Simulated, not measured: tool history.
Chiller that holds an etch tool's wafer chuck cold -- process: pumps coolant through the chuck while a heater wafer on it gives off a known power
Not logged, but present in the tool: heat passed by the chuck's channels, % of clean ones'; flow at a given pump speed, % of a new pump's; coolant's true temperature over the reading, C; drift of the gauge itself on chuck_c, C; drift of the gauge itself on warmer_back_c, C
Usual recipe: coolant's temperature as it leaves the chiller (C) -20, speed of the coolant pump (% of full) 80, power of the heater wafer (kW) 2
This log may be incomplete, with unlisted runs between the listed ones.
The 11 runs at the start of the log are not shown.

run,day,coolant's temperature as it leaves the chiller (C),speed of the coolant pump (% of full),power of the heater wafer (kW),hours since the coolant was changed and the channels were flushed,hours since the pump was overhauled,hours since the chiller's thermometer was calibrated,chuck's temperature once it has settled (C),how much warmer the coolant comes back (C)
12,36.254,-20,80,2,2644,5264,1446,-6.56,7.1
13,39.908,-20,80,2,2732,5352,1534,-6.57,7.08
14,42.667,-20,80,2,2798,5418,1600,-6.49,7.01
15,46.354,-26,80,2,2887,5506,1689,-12.38,7.14
16,50.417,-20,80,2.007,2984,5604,1786,-6.48,7.03
17,54.271,-20,80,2.007,3077,5696,1879,-6.49,7.12
18,56.396,-20,80,2.007,3128,5748,1930,-6.44,7.09
19,59.088,-24,80,2.921,3192,5812,1994,-4.34,10.3
20,62.608,-14,80,2.003,3277,5897,2079,-0.53,7.12
21,66.725,-28,92,1.074,3376,5995,2178,-21.33,3.31
22,70.05,-28,92,1.074,3455,6075,2258,-21.32,3.25
23,72.983,-18,84,2.29,3526,6146,2328,-3.07,7.71
24,76.258,-23,97,2.29,3604,6224,2407,-9.3,6.64
25,79.804,-23,97,2.29,3689,6309,2492,-9.23,6.66
26,83.679,-20,73,2.697,3782,6402,2585,-0.78,10.45
27,87.038,-20,73,1.219,3863,6483,2665,-11.33,4.77
28,90.725,-25,65,1.833,3951,6571,2754,-10.95,8.03
29,95.058,-25,65,1.833,4056,6675,2858,-10.89,7.94
30,99.529,-25,65,1.833,4163,6783,2965,-10.92,8.04
31,103.2,-25,65,1.833,4251,6871,3053,-11.03,8.02
32,105.596,-16,88,2.141,4308,6928,3111,-2.31,6.88

Predict each of these 4 candidate next runs independently; none follows another, all start after run 32:
A,108.633,-17,93,1.187,4381,7001,3183,?,?
B,108.633,-25,100,2,4381,7001,3183,?,?
C,108.633,-20,93,2,4381,7001,3183,?,?
D,108.633,-16,81,1.359,4381,7001,3183,?,?

run,chuck's temperature once it has settled (C),how much warmer the coolant comes back (C)
A,-9.75,3.62
B,-13.25,5.59
C,-7.75,6.07
D,-6.99,4.72
With no hidden state in the tool, these same runs would have given:
run,chuck's temperature once it has settled (C),how much warmer the coolant comes back (C)
A,-9.77,3.61
B,-13.27,5.59
C,-7.78,6.06
D,-7.02,4.71
